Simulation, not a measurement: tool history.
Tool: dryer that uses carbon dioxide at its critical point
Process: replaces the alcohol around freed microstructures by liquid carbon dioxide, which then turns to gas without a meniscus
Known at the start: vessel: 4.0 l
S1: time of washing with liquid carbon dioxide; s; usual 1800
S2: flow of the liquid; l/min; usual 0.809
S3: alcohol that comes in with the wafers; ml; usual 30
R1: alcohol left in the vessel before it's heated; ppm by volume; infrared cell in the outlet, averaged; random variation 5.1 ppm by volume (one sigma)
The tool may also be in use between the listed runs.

| run | hour | S1 | S2 | S3 | R1 |
|---|---|---|---|---|---|
| 1 | 0 | 1800 | 0.809 | 30 | 82 |
| 2 | 6 | 1800 | 0.809 | 30 | 82 |
| 3 | 15.2 | 1800 | 0.809 | 30 | 84 |
| 4 | 24.1 | 1800 | 0.809 | 30 | 88 |
| 5 | 32.1 | 1800 | 0.809 | 30 | 96 |
| 6 | 42.8 | 1800 | 0.809 | 30 | 92 |
|  | 50.6 | inlet filter changed |
| 7 | 56.2 | 1800 | 0.809 | 30 | 71 |
| 8 | 63.3 | 1800 | 0.809 | 30 | 60 |
| 9 | 74.4 | 1800 | 0.809 | 87 | 170 |
| 10 | 83.7 | 1800 | 0.809 | 87 | 176 |
| 11 | 95.6 | 1200 | 1.01 | 102 | 421 |
| 12 | 102.8 | 1200 | 1.01 | 102 | 437 |
| 13 | 114.1 | 1920 | 0.649 | 43 | 175 |
| 14 | 121.3 | 2520 | 0.844 | 26 | 30 |
| 15 | 129.3 | 2520 | 0.844 | 114 | 44 |
| 16 | 142.5 | 2040 | 0.686 | 48 | 132 |

4 ways to go on from here, each from the tool as it stands after run 16. What would each give?
| A | 150.5 | 2040 | 0.686 | 57 | ? |
| B | 150.5 | 2040 | 0.498 | 80 | ? |
| C | 150.5 | 1200 | 0.489 | 71 | ? |
| D | 150.5 | 2040 | 0.686 | 100 | ? |

| run | R1 |
|---|---|
| A | 148 |
| B | 671 |
| C | 2443 |
| D | 238 |
Without the tool's hidden state the same runs would have given:
| run | R1 |
|---|---|
| A | 119 |
| B | 623 |
| C | 2366 |
| D | 205 |
